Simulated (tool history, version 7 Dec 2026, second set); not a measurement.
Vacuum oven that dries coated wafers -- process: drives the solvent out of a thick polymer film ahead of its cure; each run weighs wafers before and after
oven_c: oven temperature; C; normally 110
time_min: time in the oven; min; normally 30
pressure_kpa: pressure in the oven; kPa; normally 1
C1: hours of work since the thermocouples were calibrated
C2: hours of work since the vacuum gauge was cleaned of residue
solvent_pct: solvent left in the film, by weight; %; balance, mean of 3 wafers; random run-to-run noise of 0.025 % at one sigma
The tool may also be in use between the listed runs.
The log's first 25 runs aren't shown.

run 26 hour=672.4 | oven_c=95 time_min=17 pressure_kpa=1 | C1=648 C2=973 | solvent_pct=7.97
run 27 hour=695.4 | oven_c=95 time_min=17 pressure_kpa=1 | C1=658 C2=984 | solvent_pct=7.9
run 28 hour=714 | oven_c=110 time_min=54 pressure_kpa=0.69 | C1=667 C2=993 | solvent_pct=0.64
run 29 hour=731.5 | oven_c=115 time_min=54 pressure_kpa=0.69 | C1=675 C2=1001 | solvent_pct=0.56
run 30 hour=763.5 | oven_c=97 time_min=40 pressure_kpa=3.1 | C1=690 C2=1016 | solvent_pct=4.87
run 31 hour=799.6 | oven_c=109 time_min=15 pressure_kpa=0.53 | C1=707 C2=1033 | solvent_pct=3.46
run 32 hour=818 | oven_c=96 time_min=15 pressure_kpa=1.25 | C1=716 C2=1042 | solvent_pct=8.29
run 33 hour=842.1 | oven_c=122 time_min=30 pressure_kpa=1.25 | C1=727 C2=1053 | solvent_pct=0.65
run 34 hour=863 | oven_c=100 time_min=30 pressure_kpa=1.02 | C1=737 C2=1063 | solvent_pct=3.46
run 35 hour=893.4 | oven_c=103 time_min=53 pressure_kpa=1.02 | C1=751 C2=1077 | solvent_pct=1.34
run 36 hour=924.6 | oven_c=103 time_min=53 pressure_kpa=1.02 | C1=766 C2=1092 | solvent_pct=1.37
run 37 hour=954.6 | oven_c=115 time_min=27 pressure_kpa=1.84 | C1=780 C2=1106 | solvent_pct=1.29
run 38 hour=978.1 | oven_c=103 time_min=29 pressure_kpa=1.84 | C1=791 C2=1117 | solvent_pct=3.32
run 39 hour=995.9 | oven_c=103 time_min=29 pressure_kpa=1.84 | C1=800 C2=1126 | solvent_pct=3.28
run 40 hour=1012.1 | oven_c=103 time_min=29 pressure_kpa=1.84 | C1=807 C2=1133 | solvent_pct=3.24
run 41 hour=1043.3 | oven_c=106 time_min=15 pressure_kpa=1.79 | C1=822 C2=1148 | solvent_pct=5.04
run 42 hour=1077.9 | oven_c=101 time_min=17 pressure_kpa=1.21 | C1=838 C2=1164 | solvent_pct=5.78
run 43 hour=1101.3 | oven_c=103 time_min=26 pressure_kpa=1.65 | C1=849 C2=1175 | solvent_pct=3.5
run 44 hour=1130 | oven_c=103 time_min=26 pressure_kpa=1.65 | C1=863 C2=1189 | solvent_pct=3.52
run 45 hour=1156.2 | oven_c=103 time_min=50 pressure_kpa=2.76 | C1=875 C2=1201 | solvent_pct=2.59
run 46 hour=1188.2 | oven_c=96 time_min=46 pressure_kpa=1.28 | C1=890 C2=1216 | solvent_pct=3.24
run 47 hour=1218.4 | oven_c=96 time_min=46 pressure_kpa=1.28 | C1=904 C2=1230 | solvent_pct=3.2
run 48 hour=1233.8 | oven_c=96 time_min=46 pressure_kpa=1.28 | C1=912 C2=1238 | solvent_pct=3.21

Forecast each of these 3 alternatives for the next run:
run A hour=1251 | oven_c=96 time_min=46 pressure_kpa=1.46 | C1=920 C2=1246 | solvent_pct=?
run B hour=1251 | oven_c=121 time_min=21 pressure_kpa=0.81 | C1=920 C2=1246 | solvent_pct=?
run C hour=1251 | oven_c=98 time_min=28 pressure_kpa=3.21 | C1=920 C2=1246 | solvent_pct=?

run=A solvent_pct=3.35
run=B solvent_pct=0.62
run=C solvent_pct=5.9
Without the tool's unlogged condition, the same runs would have read:
run=A solvent_pct=3.47
run=B solvent_pct=0.52
run=C solvent_pct=6.23
